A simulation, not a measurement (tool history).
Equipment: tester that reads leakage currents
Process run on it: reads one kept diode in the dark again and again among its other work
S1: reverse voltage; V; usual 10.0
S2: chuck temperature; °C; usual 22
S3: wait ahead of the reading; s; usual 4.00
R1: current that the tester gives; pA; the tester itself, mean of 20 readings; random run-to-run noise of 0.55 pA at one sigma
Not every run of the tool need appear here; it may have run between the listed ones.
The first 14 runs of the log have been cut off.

Run 15, hour 591.1: usual settings. Result: R1 181.55 pA.
Run 16, hour 643.9: usual settings. Result: R1 183.03 pA.
Run 17, hour 677.0: usual settings. Result: R1 183.30 pA.
Run 18, hour 729.3: usual settings. Result: R1 183.00 pA.
Run 19, hour 769.9: usual settings but S1 5.1 V. Result: R1 144.09 pA.
Run 20, hour 807.5: usual settings but S3 6.10 s. Result: R1 181.63 pA.
Run 21, hour 858.6: usual settings but S3 2.77 s. Result: R1 184.58 pA.
Run 22, hour 899.8: usual settings but S3 2.77 s. Result: R1 182.99 pA.

Run 23 has not been measured yet. What should we expect?
Run 23, hour 933.9: usual settings but S1 4.1 V, S2 58 °C, S3 7.87 s. Result: R1 ?.

Run 23 produced R1 1472.82 pA.
If the tool had no hidden condition, the same run with the same run-to-run variation would have returned R1 1472.69 pA.

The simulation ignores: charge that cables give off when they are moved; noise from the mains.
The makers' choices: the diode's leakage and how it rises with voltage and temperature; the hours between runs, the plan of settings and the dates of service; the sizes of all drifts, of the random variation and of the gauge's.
